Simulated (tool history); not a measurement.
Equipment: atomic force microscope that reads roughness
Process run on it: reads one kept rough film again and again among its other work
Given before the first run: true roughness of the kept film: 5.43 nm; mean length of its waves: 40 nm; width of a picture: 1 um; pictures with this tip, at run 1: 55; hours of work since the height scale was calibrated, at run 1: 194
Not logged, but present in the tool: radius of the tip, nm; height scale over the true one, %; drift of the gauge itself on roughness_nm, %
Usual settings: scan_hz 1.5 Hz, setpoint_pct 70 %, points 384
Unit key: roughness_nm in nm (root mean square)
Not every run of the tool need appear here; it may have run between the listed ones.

run	hour	scan_hz	setpoint_pct	points	pictures with this tip	hours of work since the height scale was calibrated	roughness_nm
1	0	1.5	70	384	55	194	4.329
2	54	1.5	70	384	153	226	4.07
3	105	1.5	70	384	245	256	3.866
# hour 124.2: new tip fitted
4	149.4	1.5	70	384	45	281	4.317
5	171.2	1.5	70	384	84	294	4.188
6	222.6	1.5	70	384	177	325	3.973
7	248.6	0.85	70	384	224	340	3.968
# hour 277: new tip fitted
8	296.9	0.85	70	384	36	368	4.44
9	349.6	1.5	70	384	131	399	4.082
10	391.2	1.5	70	384	207	424	3.888
11	419.5	0.62	70	384	258	440	3.927
# hour 431.9: new tip fitted
12	444.8	1.5	70	289	24	455	4.349
13	476.1	1.5	70	289	80	473	4.192
14	513.1	1.5	70	289	147	495	4.038
15	557.5	1.5	70	384	227	521	3.872
# hour 585.2: new tip fitted
16	598.8	2.82	70	362	25	545	4.121
17	634	1.08	75	357	88	566	4.193
18	687.5	0.66	68	357	185	598	4.082
19	735.7	2.17	68	405	272	626	3.664
# hour 739.4: new tip fitted
20	786.4	2.17	68	405	85	656	4.122
# hour 792.4: height scale calibrated on a step standard
21	821.8	0.99	70	898	147	17	4.106
22	843.6	0.99	70	898	186	30	4.024
23	866.9	1	82	355	228	44	3.747
24	890.1	0.61	78	684	270	58	3.835
# hour 893.4: new tip fitted
25	925.2	1.5	71	431	57	78	4.24
# hour 966.1: height scale calibrated on a step standard, once more
26	969.6	1.5	71	431	136	2	4.068
27	1019.8	1.5	71	431	226	32	3.882
# hour 1048.2: new tip fitted
28	1064.9	1	63	384	30	58	4.534
29	1111.9	1.43	72	309	115	86	4.122
30	1139	0.86	76	309	164	102	4.052

Take each entry between the runs: how does the hidden state at the last listed run before it differ from the hidden state at the first listed run after it?
Runs 3 to 4: new tip fitted (hour 124.2)
  radius of the tip, nm: 23.2 -> 13.1; height scale over the true one, %: -0.4 -> -0.43
  measured less the result without the state, roughness_nm: -0.619 -> -0.177 nm (root mean square)
Runs 7 to 8: new tip fitted (hour 277)
  radius of the tip, nm: 22.8 -> 12.7; height scale over the true one, %: -0.5 -> -0.54
  measured less the result without the state, roughness_nm: -0.625 -> -0.168 nm (root mean square)
Runs 11 to 12: new tip fitted (hour 431.9)
  radius of the tip, nm: 24.8 -> 11.7; height scale over the true one, %: -0.62 -> -0.64
  measured less the result without the state, roughness_nm: -0.714 -> -0.118 nm (root mean square)
Runs 15 to 16: new tip fitted (hour 585.2)
  radius of the tip, nm: 22.9 -> 11.7; height scale over the true one, %: -0.71 -> -0.74
  measured less the result without the state, roughness_nm: -0.623 -> -0.116 nm (root mean square)
Runs 19 to 20: new tip fitted (hour 739.4)
  radius of the tip, nm: 25.9 -> 14.8; height scale over the true one, %: -0.83 -> -0.87
  measured less the result without the state, roughness_nm: -0.728 -> -0.272 nm (root mean square)
Runs 20 to 21: height scale calibrated on a step standard (hour 792.4)
  radius of the tip, nm: 14.8 -> 18.6; height scale over the true one, %: -0.87 -> -1.36
  measured less the result without the state, roughness_nm: -0.272 -> -0.478 nm (root mean square)
Runs 24 to 25: new tip fitted (hour 893.4)
  radius of the tip, nm: 25.9 -> 13.5; height scale over the true one, %: -1.41 -> -1.43
  measured less the result without the state, roughness_nm: -0.783 -> -0.239 nm (root mean square)
Runs 25 to 26: height scale calibrated on a step standard, once more (hour 966.1)
  radius of the tip, nm: 13.5 -> 17.9; height scale over the true one, %: -1.43 -> 0.02
  measured less the result without the state, roughness_nm: -0.239 -> -0.378 nm (root mean square)
Runs 27 to 28: new tip fitted (hour 1048.2)
  radius of the tip, nm: 23.1 -> 12.1; height scale over the true one, %: -0.01 -> -0.04
  measured less the result without the state, roughness_nm: -0.599 -> -0.115 nm (root mean square)
